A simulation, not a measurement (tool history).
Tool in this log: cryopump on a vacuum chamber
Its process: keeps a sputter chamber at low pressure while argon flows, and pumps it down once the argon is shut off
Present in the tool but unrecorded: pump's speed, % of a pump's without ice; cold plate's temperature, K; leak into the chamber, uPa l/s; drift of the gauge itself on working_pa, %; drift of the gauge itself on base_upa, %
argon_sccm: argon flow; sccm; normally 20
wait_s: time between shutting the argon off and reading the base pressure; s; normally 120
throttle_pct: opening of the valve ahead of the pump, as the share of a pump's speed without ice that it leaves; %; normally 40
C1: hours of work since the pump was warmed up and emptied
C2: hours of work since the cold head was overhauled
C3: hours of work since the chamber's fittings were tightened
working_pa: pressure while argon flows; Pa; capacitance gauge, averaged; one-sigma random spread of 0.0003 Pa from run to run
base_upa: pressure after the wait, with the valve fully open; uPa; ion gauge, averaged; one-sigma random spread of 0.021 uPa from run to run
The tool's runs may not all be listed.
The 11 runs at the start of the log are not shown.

{"run": 12, "hour": 435.4, "argon_sccm": 18, "wait_s": 120, "throttle_pct": 40, "C1": 345, "C2": 345, "C3": 1005, "working_pa": 0.0375, "base_upa": 1.37}
{"run": 13, "hour": 461.2, "argon_sccm": 20, "wait_s": 120, "throttle_pct": 40, "C1": 359, "C2": 359, "C3": 1018, "working_pa": 0.0421, "base_upa": 1.4}
{"run": 14, "hour": 508.6, "argon_sccm": 9, "wait_s": 120, "throttle_pct": 40, "C1": 384, "C2": 384, "C3": 1043, "working_pa": 0.0192, "base_upa": 1.37}
{"run": 15, "hour": 545.0, "argon_sccm": 16, "wait_s": 120, "throttle_pct": 40, "C1": 403, "C2": 403, "C3": 1062, "working_pa": 0.0339, "base_upa": 1.47}
{"hour": 578.0, "done": "pump warmed up, emptied and cooled again"}
{"run": 16, "hour": 593.9, "argon_sccm": 16, "wait_s": 120, "throttle_pct": 40, "C1": 8, "C2": 426, "C3": 1085, "working_pa": 0.0316, "base_upa": 1.27}
{"run": 17, "hour": 636.0, "argon_sccm": 16, "wait_s": 47, "throttle_pct": 40, "C1": 30, "C2": 448, "C3": 1107, "working_pa": 0.0317, "base_upa": 1.76}
{"run": 18, "hour": 664.9, "argon_sccm": 16, "wait_s": 47, "throttle_pct": 40, "C1": 45, "C2": 463, "C3": 1122, "working_pa": 0.0316, "base_upa": 1.68}
{"run": 19, "hour": 704.2, "argon_sccm": 14, "wait_s": 213, "throttle_pct": 17, "C1": 66, "C2": 483, "C3": 1143, "working_pa": 0.0648, "base_upa": 1.26}
{"run": 20, "hour": 741.8, "argon_sccm": 14, "wait_s": 213, "throttle_pct": 17, "C1": 86, "C2": 503, "C3": 1163, "working_pa": 0.065, "base_upa": 1.19}
{"run": 21, "hour": 786.7, "argon_sccm": 31, "wait_s": 78, "throttle_pct": 40, "C1": 109, "C2": 527, "C3": 1186, "working_pa": 0.0619, "base_upa": 1.53}
{"run": 22, "hour": 828.7, "argon_sccm": 10, "wait_s": 78, "throttle_pct": 52, "C1": 131, "C2": 548, "C3": 1208, "working_pa": 0.0162, "base_upa": 1.58}
{"run": 23, "hour": 870.4, "argon_sccm": 16, "wait_s": 30, "throttle_pct": 40, "C1": 153, "C2": 570, "C3": 1230, "working_pa": 0.0326, "base_upa": 2.39}
{"run": 24, "hour": 893.7, "argon_sccm": 17, "wait_s": 120, "throttle_pct": 40, "C1": 165, "C2": 582, "C3": 1242, "working_pa": 0.0343, "base_upa": 1.5}
{"run": 25, "hour": 941.6, "argon_sccm": 39, "wait_s": 120, "throttle_pct": 18, "C1": 190, "C2": 608, "C3": 1267, "working_pa": 0.1729, "base_upa": 1.5}
{"run": 26, "hour": 964.8, "argon_sccm": 11, "wait_s": 102, "throttle_pct": 19, "C1": 202, "C2": 620, "C3": 1279, "working_pa": 0.0462, "base_upa": 1.56}
{"run": 27, "hour": 1016.3, "argon_sccm": 35, "wait_s": 40, "throttle_pct": 51, "C1": 229, "C2": 647, "C3": 1306, "working_pa": 0.0568, "base_upa": 2.14}
{"run": 28, "hour": 1062.0, "argon_sccm": 35, "wait_s": 40, "throttle_pct": 51, "C1": 253, "C2": 671, "C3": 1330, "working_pa": 0.0577, "base_upa": 2.22}
{"run": 29, "hour": 1111.4, "argon_sccm": 19, "wait_s": 72, "throttle_pct": 16, "C1": 279, "C2": 696, "C3": 1356, "working_pa": 0.0954, "base_upa": 1.85}
{"run": 30, "hour": 1155.6, "argon_sccm": 10, "wait_s": 181, "throttle_pct": 16, "C1": 302, "C2": 719, "C3": 1379, "working_pa": 0.0506, "base_upa": 1.53}
{"run": 31, "hour": 1204.6, "argon_sccm": 10, "wait_s": 181, "throttle_pct": 16, "C1": 328, "C2": 745, "C3": 1405, "working_pa": 0.0503, "base_upa": 1.58}
{"run": 32, "hour": 1240.7, "argon_sccm": 11, "wait_s": 42, "throttle_pct": 28, "C1": 347, "C2": 764, "C3": 1423, "working_pa": 0.0329, "base_upa": 2.32}
{"run": 33, "hour": 1280.5, "argon_sccm": 20, "wait_s": 99, "throttle_pct": 40, "C1": 367, "C2": 785, "C3": 1444, "working_pa": 0.0425, "base_upa": 1.83}

Below are 5 alternative next runs, each starting from the tool's condition after run 33. Predict each:
{"run": "A", "hour": 1328.5, "argon_sccm": 16, "wait_s": 120, "throttle_pct": 50, "C1": 392, "C2": 810, "C3": 1469, "working_pa": "?", "base_upa": "?"}
{"run": "B", "hour": 1328.5, "argon_sccm": 10, "wait_s": 224, "throttle_pct": 41, "C1": 392, "C2": 810, "C3": 1469, "working_pa": "?", "base_upa": "?"}
{"run": "C", "hour": 1328.5, "argon_sccm": 20, "wait_s": 77, "throttle_pct": 40, "C1": 392, "C2": 810, "C3": 1469, "working_pa": "?", "base_upa": "?"}
{"run": "D", "hour": 1328.5, "argon_sccm": 15, "wait_s": 169, "throttle_pct": 16, "C1": 392, "C2": 810, "C3": 1469, "working_pa": "?", "base_upa": "?"}
{"run": "E", "hour": 1328.5, "argon_sccm": 20, "wait_s": 37, "throttle_pct": 23, "C1": 392, "C2": 810, "C3": 1469, "working_pa": "?", "base_upa": "?"}

run=A working_pa=0.0281 base_upa=1.8
run=B working_pa=0.0211 base_upa=1.7
run=C working_pa=0.0422 base_upa=1.99
run=D working_pa=0.0761 base_upa=1.65
run=E working_pa=0.0716 base_upa=2.56
Without the tool's unlogged condition, the same runs would have read:
run=A working_pa=0.0253 base_upa=0.43
run=B working_pa=0.0194 base_upa=0.3
run=C working_pa=0.0386 base_upa=0.61
run=D working_pa=0.0734 base_upa=0.29
run=E working_pa=0.068 base_upa=1.14

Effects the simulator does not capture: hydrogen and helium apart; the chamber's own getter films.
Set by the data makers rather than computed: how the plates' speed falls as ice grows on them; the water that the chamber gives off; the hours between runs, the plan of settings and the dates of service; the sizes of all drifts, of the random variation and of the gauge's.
